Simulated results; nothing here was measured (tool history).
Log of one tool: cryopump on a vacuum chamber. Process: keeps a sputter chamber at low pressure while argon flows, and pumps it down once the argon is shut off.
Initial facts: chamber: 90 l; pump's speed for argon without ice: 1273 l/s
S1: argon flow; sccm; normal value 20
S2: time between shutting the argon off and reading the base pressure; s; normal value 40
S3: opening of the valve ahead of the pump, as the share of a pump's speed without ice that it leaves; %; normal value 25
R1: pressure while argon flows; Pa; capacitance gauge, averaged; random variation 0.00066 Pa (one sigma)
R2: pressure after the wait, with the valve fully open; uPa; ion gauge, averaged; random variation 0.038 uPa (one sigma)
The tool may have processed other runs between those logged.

run 1 hour=0.0 | S1=20 S2=40 S3=25 | R1=0.1088 R2=2.31
run 2 hour=7.6 | S1=20 S2=114 S3=25 | R1=0.1076 R2=1.11
run 3 hour=21.5 | S1=20 S2=99 S3=25 | R1=0.1086 R2=1.23
run 4 hour=29.4 | S1=14 S2=99 S3=25 | R1=0.0752 R2=1.15
run 5 hour=42.6 | S1=14 S2=99 S3=25 | R1=0.0762 R2=1.24
run 6 hour=57.7 | S1=14 S2=99 S3=25 | R1=0.0757 R2=1.21
run 7 hour=72.0 | S1=14 S2=99 S3=25 | R1=0.0763 R2=1.26
run 8 hour=80.9 | S1=14 S2=99 S3=25 | R1=0.0760 R2=1.18
run 9 hour=90.9 | S1=14 S2=99 S3=26 | R1=0.0729 R2=1.19
run 10 hour=108.0 | S1=14 S2=99 S3=26 | R1=0.0728 R2=1.19
run 11 hour=126.3 | S1=14 S2=99 S3=26 | R1=0.0728 R2=1.19
run 12 hour=144.1 | S1=20 S2=40 S3=31 | R1=0.0888 R2=2.39
run 13 hour=159.3 | S1=20 S2=40 S3=17 | R1=0.1583 R2=2.36
run 14 hour=176.8 | S1=20 S2=40 S3=17 | R1=0.1578 R2=2.39
run 15 hour=192.8 | S1=20 S2=40 S3=17 | R1=0.1582 R2=2.30
run 16 hour=207.5 | S1=20 S2=40 S3=17 | R1=0.1592 R2=2.41
run 17 hour=219.0 | S1=20 S2=21 S3=17 | R1=0.1593 R2=4.09
run 18 hour=228.1 | S1=17 S2=40 S3=58 | R1=0.0409 R2=2.36
run 19 hour=239.0 | S1=19 S2=40 S3=25 | R1=0.1043 R2=2.34
run 20 hour=250.6 | S1=30 S2=40 S3=25 | R1=0.1633 R2=2.36
run 21 hour=261.9 | S1=30 S2=40 S3=25 | R1=0.1633 R2=2.37
run 22 hour=274.0 | S1=20 S2=96 S3=19 | R1=0.1439 R2=1.27
run 23 hour=286.3 | S1=20 S2=96 S3=19 | R1=0.1435 R2=1.27
run 24 hour=297.1 | S1=37 S2=52 S3=25 | R1=0.2026 R2=2.02
run 25 hour=304.8 | S1=16 S2=43 S3=53 | R1=0.0429 R2=2.23
run 26 hour=312.9 | S1=15 S2=26 S3=16 | R1=0.1268 R2=3.36
run 27 hour=331.6 | S1=8 S2=148 S3=25 | R1=0.0437 R2=1.04
run 28 hour=344.5 | S1=8 S2=148 S3=25 | R1=0.0434 R2=1.02
run 29 hour=361.1 | S1=20 S2=28 S3=25 | R1=0.1091 R2=3.22
run 30 hour=375.1 | S1=17 S2=28 S3=25 | R1=0.0940 R2=3.26
run 31 hour=385.1 | S1=17 S2=103 S3=50 | R1=0.0491 R2=1.26
run 32 hour=403.8 | S1=20 S2=103 S3=38 | R1=0.0731 R2=1.25
run 33 hour=414.6 | S1=20 S2=103 S3=38 | R1=0.0729 R2=1.28

Predict each of these 3 candidate next runs independently; none follows another, all start after run 33:
run A hour=431.6 | S1=11 S2=57 S3=46 | R1=? R2=?
run B hour=431.6 | S1=20 S2=40 S3=25 | R1=? R2=?
run C hour=431.6 | S1=8 S2=103 S3=21 | R1=? R2=?

run=A R1=0.0343 R2=1.84
run=B R1=0.1099 R2=2.41
run=C R1=0.0514 R2=1.27
Stripped of hidden state, with their random variation kept, the same runs would have yielded:
run=A R1=0.0321 R2=1.56
run=B R1=0.1059 R2=2.12
run=C R1=0.0499 R2=0.98
